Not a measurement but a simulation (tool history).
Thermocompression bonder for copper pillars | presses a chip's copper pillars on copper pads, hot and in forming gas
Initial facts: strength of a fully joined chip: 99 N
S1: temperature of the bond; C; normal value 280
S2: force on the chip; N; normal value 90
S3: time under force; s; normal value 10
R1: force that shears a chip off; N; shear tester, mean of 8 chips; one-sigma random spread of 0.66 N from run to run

Run 1, hour 0: usual settings. Result: R1 46.3 N.
Run 2, hour 60.2: usual settings. Result: R1 46.1 N.
Run 3, hour 106.4: usual settings. Result: R1 46 N.
At hour 159.1: forming gas filter changed.
Run 4, hour 188: usual settings but S1 269 C. Result: R1 40.6 N.
Run 5, hour 264.6: usual settings but S1 268 C. Result: R1 39 N.
Run 6, hour 324.2: usual settings but S1 268 C. Result: R1 39 N.
Run 7, hour 387.8: usual settings but S1 268 C, S2 85 N. Result: R1 35.8 N.
Run 8, hour 428.1: usual settings. Result: R1 45.4 N.
Run 9, hour 501.2: usual settings. Result: R1 44.7 N.
Run 10, hour 565.8: usual settings but S1 288 C, S3 11 s. Result: R1 50.6 N.
Run 11, hour 616.4: usual settings but S1 262 C, S3 11 s. Result: R1 34.6 N.
Run 12, hour 684.3: usual settings but S1 262 C, S3 11 s. Result: R1 34.9 N.
Run 13, hour 723.7: usual settings but S1 275 C, S2 55 N, S3 18 s. Result: R1 29 N.
At hour 731.1: forming gas filter changed.
Run 14, hour 791.6: usual settings but S1 273 C, S2 118 N, S3 25 s. Result: R1 68.6 N.
Run 15, hour 856.4: usual settings but S1 304 C, S2 113 N, S3 6 s. Result: R1 60.9 N.
Run 16, hour 940: usual settings but S2 72 N, S3 7 s. Result: R1 29.7 N.
Run 17, hour 980.7: usual settings but S1 253 C, S2 71 N, S3 6 s. Result: R1 17.5 N.

Here are 5 independent what-if runs from the current tool condition. What would each one return?
Run A, hour 1019.7: usual settings but S1 292 C, S2 85 N, S3 8 s. Result: R1 ?.
Run B, hour 1019.7: usual settings but S2 130 N. Result: R1 ?.
Run C, hour 1019.7: usual settings but S1 282 C, S3 12 s. Result: R1 ?.
Run D, hour 1019.7: usual settings but S1 288 C, S2 59 N, S3 19 s. Result: R1 ?.
Run E, hour 1019.7: usual settings but S1 252 C, S3 5 s. Result: R1 ?.

run    R1
  A    43
  B  59.7
  C  46.5
  D    38
  E  21.1
Take away the tool's hidden state, keep each run's random variation, and the runs would have read:
run    R1
  A  52.4
  B  70.2
  C  56.5
  D  46.8
  E  27.1
